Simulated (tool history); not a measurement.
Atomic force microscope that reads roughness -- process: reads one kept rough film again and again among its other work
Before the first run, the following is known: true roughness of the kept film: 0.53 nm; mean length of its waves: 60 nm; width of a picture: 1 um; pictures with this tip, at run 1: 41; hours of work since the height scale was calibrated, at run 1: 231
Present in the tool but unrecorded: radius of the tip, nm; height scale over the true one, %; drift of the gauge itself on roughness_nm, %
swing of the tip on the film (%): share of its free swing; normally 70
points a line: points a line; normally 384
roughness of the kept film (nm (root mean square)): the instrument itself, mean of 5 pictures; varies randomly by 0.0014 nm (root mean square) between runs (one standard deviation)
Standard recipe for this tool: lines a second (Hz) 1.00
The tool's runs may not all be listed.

| run | hour | lines a second (Hz) | swing of the tip on the film (%) | points a line | pictures with this tip | hours of work since the height scale was calibrated | roughness of the kept film (nm (root mean square)) |
|---|---|---|---|---|---|---|---|
| 1 | 0.0 | 1.00 | 70 | 384 | 41 | 231 | 0.507 |
| 2 | 6.7 | 1.00 | 70 | 384 | 54 | 236 | 0.508 |
|  | 17.0 | new tip fitted |
| 3 | 17.1 | 1.00 | 70 | 384 | 0 | 243 | 0.508 |
| 4 | 24.6 | 1.00 | 70 | 384 | 14 | 249 | 0.507 |
| 5 | 33.1 | 1.00 | 70 | 384 | 30 | 255 | 0.508 |
| 6 | 40.3 | 0.83 | 70 | 384 | 44 | 260 | 0.511 |
| 7 | 49.5 | 1.00 | 62 | 384 | 61 | 266 | 0.515 |
|  | 55.5 | new tip fitted |
| 8 | 55.9 | 0.77 | 70 | 384 | 0 | 271 | 0.515 |
| 9 | 62.9 | 0.77 | 70 | 384 | 14 | 276 | 0.510 |
| 10 | 70.6 | 1.00 | 70 | 384 | 28 | 281 | 0.508 |
| 11 | 80.0 | 1.00 | 70 | 384 | 46 | 288 | 0.505 |
| 12 | 90.1 | 1.00 | 70 | 384 | 65 | 295 | 0.506 |
|  | 94.2 | new tip fitted |
| 13 | 99.7 | 1.00 | 70 | 384 | 11 | 302 | 0.509 |
| 14 | 106.9 | 1.00 | 70 | 419 | 24 | 307 | 0.507 |
| 15 | 114.8 | 0.74 | 55 | 384 | 39 | 312 | 0.521 |
| 16 | 120.9 | 0.74 | 55 | 384 | 51 | 317 | 0.518 |
| 17 | 130.7 | 0.73 | 55 | 313 | 69 | 324 | 0.522 |
|  | 132.4 | new tip fitted |
| 18 | 138.4 | 1.00 | 69 | 307 | 11 | 329 | 0.509 |
| 19 | 146.7 | 3.52 | 69 | 307 | 27 | 335 | 0.467 |
| 20 | 155.8 | 1.00 | 70 | 497 | 44 | 341 | 0.511 |
| 21 | 162.4 | 2.54 | 70 | 384 | 57 | 346 | 0.480 |
| 22 | 168.4 | 0.69 | 59 | 432 | 68 | 350 | 0.519 |
|  | 171.1 | new tip fitted |
| 23 | 173.1 | 0.69 | 59 | 432 | 4 | 353 | 0.521 |
| 24 | 179.7 | 1.40 | 70 | 384 | 16 | 358 | 0.497 |
| 25 | 188.6 | 0.59 | 67 | 384 | 33 | 364 | 0.515 |
| 26 | 193.3 | 1.00 | 59 | 674 | 42 | 368 | 0.520 |

Hidden state at the last listed run before each entry between runs and at the first one after, where it differs:
After run 2, before run 3: new tip fitted (hour 17.0)
  radius of the tip, nm: 5.6 -> 5
After run 7, before run 8: new tip fitted (hour 55.5)
  radius of the tip, nm: 5.7 -> 5
After run 12, before run 13: new tip fitted (hour 94.2)
  radius of the tip, nm: 5.7 -> 5.1
After run 17, before run 18: new tip fitted (hour 132.4)
  radius of the tip, nm: 5.8 -> 5.1
After run 22, before run 23: new tip fitted (hour 171.1)
  radius of the tip, nm: 5.7 -> 5
